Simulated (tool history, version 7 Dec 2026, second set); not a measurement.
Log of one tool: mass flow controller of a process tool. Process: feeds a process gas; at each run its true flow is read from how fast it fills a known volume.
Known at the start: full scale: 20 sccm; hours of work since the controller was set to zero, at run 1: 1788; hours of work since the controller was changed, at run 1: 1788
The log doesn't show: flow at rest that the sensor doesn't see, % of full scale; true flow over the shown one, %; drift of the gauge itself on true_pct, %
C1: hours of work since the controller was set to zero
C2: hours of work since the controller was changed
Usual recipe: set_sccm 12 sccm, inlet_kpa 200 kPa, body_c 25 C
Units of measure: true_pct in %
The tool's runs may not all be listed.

{"run": 1, "day": 0.0, "set_sccm": 12, "inlet_kpa": 200, "body_c": 25, "C1": 1788, "C2": 1788, "true_pct": 101.68}
{"run": 2, "day": 19.538, "set_sccm": 12, "inlet_kpa": 200, "body_c": 25, "C1": 2052, "C2": 2052, "true_pct": 101.97}
{"run": 3, "day": 36.612, "set_sccm": 12, "inlet_kpa": 264, "body_c": 25, "C1": 2283, "C2": 2283, "true_pct": 102.75}
{"run": 4, "day": 49.658, "set_sccm": 12, "inlet_kpa": 264, "body_c": 25, "C1": 2460, "C2": 2460, "true_pct": 103.0}
{"run": 5, "day": 60.396, "set_sccm": 12, "inlet_kpa": 264, "body_c": 25, "C1": 2605, "C2": 2605, "true_pct": 103.14}
{"run": 6, "day": 73.796, "set_sccm": 12, "inlet_kpa": 200, "body_c": 25, "C1": 2786, "C2": 2786, "true_pct": 102.89}
{"run": 7, "day": 87.196, "set_sccm": 12, "inlet_kpa": 273, "body_c": 25, "C1": 2968, "C2": 2968, "true_pct": 103.6}
{"run": 8, "day": 108.679, "set_sccm": 12, "inlet_kpa": 200, "body_c": 25, "C1": 3258, "C2": 3258, "true_pct": 103.35}
{"run": 9, "day": 128.371, "set_sccm": 12, "inlet_kpa": 200, "body_c": 25, "C1": 3525, "C2": 3525, "true_pct": 103.74}
{"run": 10, "day": 149.279, "set_sccm": 12, "inlet_kpa": 200, "body_c": 38, "C1": 3808, "C2": 3808, "true_pct": 102.84}
{"run": 11, "day": 164.421, "set_sccm": 4, "inlet_kpa": 200, "body_c": 25, "C1": 4012, "C2": 4012, "true_pct": 105.93}
{"run": 12, "day": 184.192, "set_sccm": 12, "inlet_kpa": 200, "body_c": 25, "C1": 4280, "C2": 4280, "true_pct": 104.65}
{"run": 13, "day": 203.417, "set_sccm": 12, "inlet_kpa": 200, "body_c": 25, "C1": 4540, "C2": 4540, "true_pct": 104.94}
{"run": 14, "day": 219.725, "set_sccm": 12, "inlet_kpa": 200, "body_c": 25, "C1": 4761, "C2": 4761, "true_pct": 105.26}
{"run": 15, "day": 230.971, "set_sccm": 12, "inlet_kpa": 200, "body_c": 25, "C1": 4913, "C2": 4913, "true_pct": 105.5}
{"day": 239.979, "done": "controller exchanged for a calibrated one"}
{"run": 16, "day": 250.862, "set_sccm": 12, "inlet_kpa": 200, "body_c": 25, "C1": 147, "C2": 147, "true_pct": 99.76}
{"run": 17, "day": 261.117, "set_sccm": 12, "inlet_kpa": 200, "body_c": 25, "C1": 286, "C2": 286, "true_pct": 99.95}
{"run": 18, "day": 277.346, "set_sccm": 12, "inlet_kpa": 200, "body_c": 37, "C1": 506, "C2": 506, "true_pct": 99.12}
{"run": 19, "day": 291.146, "set_sccm": 12, "inlet_kpa": 268, "body_c": 25, "C1": 692, "C2": 692, "true_pct": 101.0}
{"run": 20, "day": 304.992, "set_sccm": 12, "inlet_kpa": 268, "body_c": 25, "C1": 880, "C2": 880, "true_pct": 101.15}
{"run": 21, "day": 319.079, "set_sccm": 12, "inlet_kpa": 268, "body_c": 25, "C1": 1070, "C2": 1070, "true_pct": 101.36}
{"day": 320.029, "done": "controller's zero set anew"}
{"run": 22, "day": 330.154, "set_sccm": 3, "inlet_kpa": 200, "body_c": 25, "C1": 137, "C2": 1220, "true_pct": 102.55}
{"run": 23, "day": 349.792, "set_sccm": 9, "inlet_kpa": 200, "body_c": 25, "C1": 403, "C2": 1485, "true_pct": 101.72}
{"run": 24, "day": 366.942, "set_sccm": 9, "inlet_kpa": 200, "body_c": 25, "C1": 635, "C2": 1718, "true_pct": 102.12}
{"run": 25, "day": 381.725, "set_sccm": 4, "inlet_kpa": 189, "body_c": 25, "C1": 835, "C2": 1918, "true_pct": 103.15}
{"run": 26, "day": 403.408, "set_sccm": 5, "inlet_kpa": 194, "body_c": 31, "C1": 1128, "C2": 2211, "true_pct": 102.7}
{"run": 27, "day": 415.846, "set_sccm": 5, "inlet_kpa": 194, "body_c": 31, "C1": 1296, "C2": 2379, "true_pct": 102.79}
{"run": 28, "day": 433.692, "set_sccm": 12, "inlet_kpa": 200, "body_c": 31, "C1": 1538, "C2": 2621, "true_pct": 102.48}
{"day": 436.55, "done": "controller's zero set anew, once more"}
{"run": 29, "day": 447.85, "set_sccm": 2, "inlet_kpa": 232, "body_c": 22, "C1": 153, "C2": 2812, "true_pct": 103.61}
{"run": 30, "day": 469.204, "set_sccm": 2, "inlet_kpa": 232, "body_c": 22, "C1": 442, "C2": 3101, "true_pct": 104.31}
{"run": 31, "day": 489.938, "set_sccm": 11, "inlet_kpa": 276, "body_c": 22, "C1": 722, "C2": 3381, "true_pct": 104.08}
{"run": 32, "day": 502.229, "set_sccm": 12, "inlet_kpa": 200, "body_c": 24, "C1": 889, "C2": 3548, "true_pct": 103.56}
{"run": 33, "day": 521.554, "set_sccm": 11, "inlet_kpa": 200, "body_c": 24, "C1": 1150, "C2": 3809, "true_pct": 103.95}
{"run": 34, "day": 537.3, "set_sccm": 11, "inlet_kpa": 200, "body_c": 24, "C1": 1363, "C2": 4022, "true_pct": 104.15}
{"run": 35, "day": 552.1, "set_sccm": 12, "inlet_kpa": 274, "body_c": 25, "C1": 1563, "C2": 4222, "true_pct": 104.86}
{"run": 36, "day": 568.088, "set_sccm": 4, "inlet_kpa": 271, "body_c": 25, "C1": 1780, "C2": 4439, "true_pct": 105.96}
{"run": 37, "day": 588.162, "set_sccm": 12, "inlet_kpa": 145, "body_c": 29, "C1": 2051, "C2": 4710, "true_pct": 104.15}
{"run": 38, "day": 598.433, "set_sccm": 12, "inlet_kpa": 200, "body_c": 25, "C1": 2190, "C2": 4849, "true_pct": 105.09}
{"day": 611.354, "done": "controller exchanged for a calibrated one"}
{"run": 39, "day": 618.479, "set_sccm": 4, "inlet_kpa": 207, "body_c": 38, "C1": 96, "C2": 96, "true_pct": 98.76}
{"run": 40, "day": 638.05, "set_sccm": 6, "inlet_kpa": 207, "body_c": 38, "C1": 361, "C2": 361, "true_pct": 99.06}
{"run": 41, "day": 646.829, "set_sccm": 6, "inlet_kpa": 207, "body_c": 32, "C1": 480, "C2": 480, "true_pct": 99.87}
{"run": 42, "day": 656.646, "set_sccm": 19, "inlet_kpa": 207, "body_c": 34, "C1": 613, "C2": 613, "true_pct": 99.99}
{"run": 43, "day": 672.225, "set_sccm": 19, "inlet_kpa": 234, "body_c": 32, "C1": 824, "C2": 824, "true_pct": 100.53}
{"run": 44, "day": 681.7, "set_sccm": 16, "inlet_kpa": 200, "body_c": 20, "C1": 952, "C2": 952, "true_pct": 101.5}
{"run": 45, "day": 698.679, "set_sccm": 16, "inlet_kpa": 200, "body_c": 20, "C1": 1181, "C2": 1181, "true_pct": 101.83}
{"run": 46, "day": 717.879, "set_sccm": 8, "inlet_kpa": 200, "body_c": 20, "C1": 1441, "C2": 1441, "true_pct": 102.14}
{"run": 47, "day": 736.412, "set_sccm": 7, "inlet_kpa": 207, "body_c": 22, "C1": 1692, "C2": 1692, "true_pct": 102.29}
{"run": 48, "day": 751.038, "set_sccm": 7, "inlet_kpa": 207, "body_c": 22, "C1": 1890, "C2": 1890, "true_pct": 102.53}

Consider 4 possible next runs. They are alternatives, not a sequence: every one starts from the tool as it was left by run 48. What does each give?
{"run": "A", "day": 763.912, "set_sccm": 12, "inlet_kpa": 151, "body_c": 38, "C1": 2064, "C2": 2064, "true_pct": "?"}
{"run": "B", "day": 763.912, "set_sccm": 12, "inlet_kpa": 157, "body_c": 36, "C1": 2064, "C2": 2064, "true_pct": "?"}
{"run": "C", "day": 763.912, "set_sccm": 2, "inlet_kpa": 160, "body_c": 35, "C1": 2064, "C2": 2064, "true_pct": "?"}
{"run": "D", "day": 763.912, "set_sccm": 12, "inlet_kpa": 215, "body_c": 22, "C1": 2064, "C2": 2064, "true_pct": "?"}

run=A true_pct=100.85
run=B true_pct=101.13
run=C true_pct=103.20
run=D true_pct=102.65
The same runs, with their run-to-run variation unchanged, on a tool lacking any hidden condition would have given:
run=A true_pct=98.29
run=B true_pct=98.58
run=C true_pct=98.23
run=D true_pct=100.10
